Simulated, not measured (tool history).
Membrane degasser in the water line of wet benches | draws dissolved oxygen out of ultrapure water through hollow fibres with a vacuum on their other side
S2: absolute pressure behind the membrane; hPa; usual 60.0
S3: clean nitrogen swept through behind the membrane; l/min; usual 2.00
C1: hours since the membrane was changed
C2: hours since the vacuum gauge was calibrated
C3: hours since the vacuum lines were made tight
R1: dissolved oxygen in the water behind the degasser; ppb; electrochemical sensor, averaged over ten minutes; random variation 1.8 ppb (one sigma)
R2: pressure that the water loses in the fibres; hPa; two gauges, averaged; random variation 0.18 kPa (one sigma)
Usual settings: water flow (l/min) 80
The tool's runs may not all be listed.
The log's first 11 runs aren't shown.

Run 12, day 38.462: usual settings; C1 1310; C2 843; C3 4297. Result: R1 263.6 ppb, R2 368.9 hPa.
Run 13, day 41.471: usual settings; C1 1383; C2 915; C3 4369. Result: R1 262.0 ppb, R2 365.1 hPa.
Run 14, day 44.358: usual settings but S2 84.2 hPa; C1 1452; C2 984; C3 4438. Result: R1 439.5 ppb, R2 367.3 hPa.
Run 15, day 47.779: usual settings but S2 109.3 hPa; C1 1534; C2 1066; C3 4521. Result: R1 616.6 ppb, R2 368.6 hPa.
Run 16, day 50.175: usual settings but S2 112.0 hPa; C1 1591; C2 1124; C3 4578. Result: R1 639.2 ppb, R2 369.8 hPa.
Run 17, day 54.625: usual settings but water flow (l/min) 54, S2 98.3 hPa, S3 1.98 l/min; C1 1698; C2 1231; C3 4685. Result: R1 396.7 ppb, R2 251.3 hPa.
Run 18, day 58.658: usual settings but water flow (l/min) 54, S2 98.3 hPa, S3 1.98 l/min; C1 1795; C2 1328; C3 4782. Result: R1 391.5 ppb, R2 250.1 hPa.
Run 19, day 61.042: usual settings but water flow (l/min) 118, S2 63.6 hPa; C1 1852; C2 1385; C3 4839. Result: R1 403.4 ppb, R2 542.3 hPa.
Run 20, day 63.892: usual settings but water flow (l/min) 111, S2 62.8 hPa, S3 0.86 l/min; C1 1921; C2 1453; C3 4907. Result: R1 596.7 ppb, R2 515.1 hPa.
Run 21, day 66.617: usual settings but water flow (l/min) 97, S2 98.6 hPa, S3 4.37 l/min; C1 1986; C2 1518; C3 4973. Result: R1 368.3 ppb, R2 445.1 hPa.
Run 22, day 69.979: usual settings but water flow (l/min) 126, S2 66.3 hPa, S3 2.55 l/min; C1 2067; C2 1599; C3 5053. Result: R1 401.1 ppb, R2 578.9 hPa.
Run 23, day 74.054: usual settings but water flow (l/min) 126, S2 66.3 hPa, S3 2.55 l/min; C1 2165; C2 1697; C3 5151. Result: R1 398.1 ppb, R2 580.6 hPa.
Run 24, day 77.712: usual settings but water flow (l/min) 97, S2 82.7 hPa; C1 2252; C2 1785; C3 5239. Result: R1 505.7 ppb, R2 442.4 hPa.
Run 25, day 81.696: usual settings but S2 38.1 hPa, S3 2.86 l/min; C1 2348; C2 1880; C3 5334. Result: R1 80.8 ppb, R2 366.3 hPa.
Run 26, day 85.012: usual settings but water flow (l/min) 64, S2 38.1 hPa, S3 2.86 l/min; C1 2428; C2 1960; C3 5414. Result: R1 61.3 ppb, R2 297.2 hPa.
Run 27, day 87.904: usual settings but water flow (l/min) 66, S2 125.4 hPa, S3 3.61 l/min; C1 2497; C2 2029; C3 5484. Result: R1 400.0 ppb, R2 305.0 hPa.
Run 28, day 90.017: usual settings but water flow (l/min) 66, S2 55.6 hPa, S3 4.62 l/min; C1 2548; C2 2080; C3 5534. Result: R1 109.1 ppb, R2 307.5 hPa.
Run 29, day 94.500: usual settings but water flow (l/min) 66, S2 55.6 hPa, S3 4.62 l/min; C1 2655; C2 2188; C3 5642. Result: R1 111.2 ppb, R2 305.6 hPa.
Run 30, day 96.529: usual settings but water flow (l/min) 66, S2 55.6 hPa, S3 4.62 l/min; C1 2704; C2 2236; C3 5691. Result: R1 108.9 ppb, R2 302.1 hPa.
Run 31, day 100.058: usual settings but water flow (l/min) 66, S2 55.6 hPa, S3 4.62 l/min; C1 2789; C2 2321; C3 5775. Result: R1 109.3 ppb, R2 302.6 hPa.

Forecast each of these 4 alternatives for the next run:
Run A, day 102.762: usual settings but water flow (l/min) 96, S2 55.6 hPa, S3 1.13 l/min; C1 2854; C2 2386; C3 5840. Result: R1 ?, R2 ?.
Run B, day 102.762: usual settings but water flow (l/min) 79, S3 1.28 l/min; C1 2854; C2 2386; C3 5840. Result: R1 ?, R2 ?.
Run C, day 102.762: usual settings but water flow (l/min) 58, S2 55.6 hPa, S3 5.37 l/min; C1 2854; C2 2386; C3 5840. Result: R1 ?, R2 ?.
Run D, day 102.762: usual settings but water flow (l/min) 66, S2 93.5 hPa, S3 5.19 l/min; C1 2854; C2 2386; C3 5840. Result: R1 ?, R2 ?.

run     R1     R2
  A  377.3  440.6
  B  346.5  366.2
  C   85.8  265.3
  D  213.2  305.5
Without the tool's hidden state the same runs would have given:
run     R1     R2
  A  377.2  440.6
  B  346.5  366.1
  C   85.8  265.2
  D  213.2  305.4
